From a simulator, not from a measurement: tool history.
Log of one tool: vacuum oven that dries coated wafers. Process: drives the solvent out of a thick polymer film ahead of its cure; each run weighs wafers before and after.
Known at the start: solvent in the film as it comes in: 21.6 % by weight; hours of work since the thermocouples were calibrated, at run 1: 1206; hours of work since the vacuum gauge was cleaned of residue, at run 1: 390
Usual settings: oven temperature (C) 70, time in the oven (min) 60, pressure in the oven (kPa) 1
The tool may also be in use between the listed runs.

run	hour	oven temperature (C)	time in the oven (min)	pressure in the oven (kPa)	hours of work since the thermocouples were calibrated	hours of work since the vacuum gauge was cleaned of residue	solvent left in the film (%)
1	0	70	60	1	1206	390	6.07
2	10	70	60	1	1213	397	6.06
3	21.1	70	60	1	1220	404	6.1
4	34.9	70	89	1	1230	414	3.78
5	45.5	70	89	1	1237	421	3.96
6	60.7	70	89	1	1247	431	3.87
7	69.5	70	89	3.72	1253	437	5.78
8	77.7	61	60	1	1259	443	9.79
9	94.8	61	34	1.15	1270	454	12.58
10	103.5	64	34	1.15	1276	460	12.08
11	120.6	64	34	1.15	1288	472	11.71
12	130.2	57	62	2.79	1294	478	12.66
13	144.4	57	62	2.79	1304	488	12.21
14	162.7	70	35	2.06	1316	500	10.06
15	173.1	57	60	1	1323	508	11.36

Measured less the same run without the tool's hidden state. The same run-to-run variation is in both; the gauge's scatter may not be:
The hidden state here: true wafer temperature over the reading, C; true pressure over the reading, kPa; drift of the gauge itself on solvent_pct, %.
run	solvent left in the film (%)
1	+0.95
2	+0.96
3	+0.97
4	+0.82
5	+0.84
6	+0.84
7	+0.97
8	+1.04
9	+0.82
10	+0.91
11	+0.91
12	+1.1
13	+1.07
14	+1.04
15	+1.06

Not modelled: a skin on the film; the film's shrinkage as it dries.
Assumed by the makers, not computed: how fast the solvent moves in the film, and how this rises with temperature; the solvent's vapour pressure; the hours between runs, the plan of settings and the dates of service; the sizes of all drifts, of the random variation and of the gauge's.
